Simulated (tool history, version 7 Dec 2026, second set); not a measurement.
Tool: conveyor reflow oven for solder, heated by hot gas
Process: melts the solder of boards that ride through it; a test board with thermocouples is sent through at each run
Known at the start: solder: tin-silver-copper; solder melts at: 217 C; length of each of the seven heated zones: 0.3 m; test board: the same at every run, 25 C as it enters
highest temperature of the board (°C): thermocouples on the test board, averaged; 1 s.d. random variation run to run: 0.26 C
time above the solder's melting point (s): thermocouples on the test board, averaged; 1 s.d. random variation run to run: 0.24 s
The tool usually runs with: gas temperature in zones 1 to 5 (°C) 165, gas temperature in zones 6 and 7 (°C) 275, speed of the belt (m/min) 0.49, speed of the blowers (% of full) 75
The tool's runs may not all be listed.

run	day	gas temperature in zones 1 to 5 (°C)	gas temperature in zones 6 and 7 (°C)	speed of the belt (m/min)	speed of the blowers (% of full)	highest temperature of the board (°C)	time above the solder's melting point (s)
1	0	165	275	0.49	75	260.6	58.5
2	1.946	165	275	0.49	75	260.7	58.3
# day 2.667: flux residue cleaned out of gas plates and filters
3	4.667	165	275	0.49	75	259.7	57.9
4	6.904	165	275	0.49	75	259.4	57.4
5	8.962	165	275	0.49	75	259.3	57.5
6	11.325	165	275	0.49	78	259.6	58
7	13.175	165	275	0.483	78	260.9	59.3
8	15.362	165	275	0.49	75	259.5	57.1
# day 17.846: flux residue cleaned out of gas plates and filters, once more
9	17.846	165	275	0.49	75	264.3	60.8
10	20.033	165	275	0.49	72	263.6	60.5
# day 20.6: thermocouples of zones 6 and 7 changed
11	21.696	165	275	0.49	72	260.5	58.7
12	24.242	173	284	0.427	51	268.2	74.3
13	26.488	173	284	0.427	51	268.3	74.6
14	28.008	150	280	0.457	56	259.9	58.3

Predict the results of run 15:
15	30.438	159	289	0.584	81	?	?

Run 15 gave highest temperature of the board (°C) 267.1, time above the solder's melting point (s) 50.7.
Were there no unlogged condition in the tool, this run, its random variation unchanged, would have produced highest temperature of the board (°C) 267.8, time above the solder's melting point (s) 50.2.
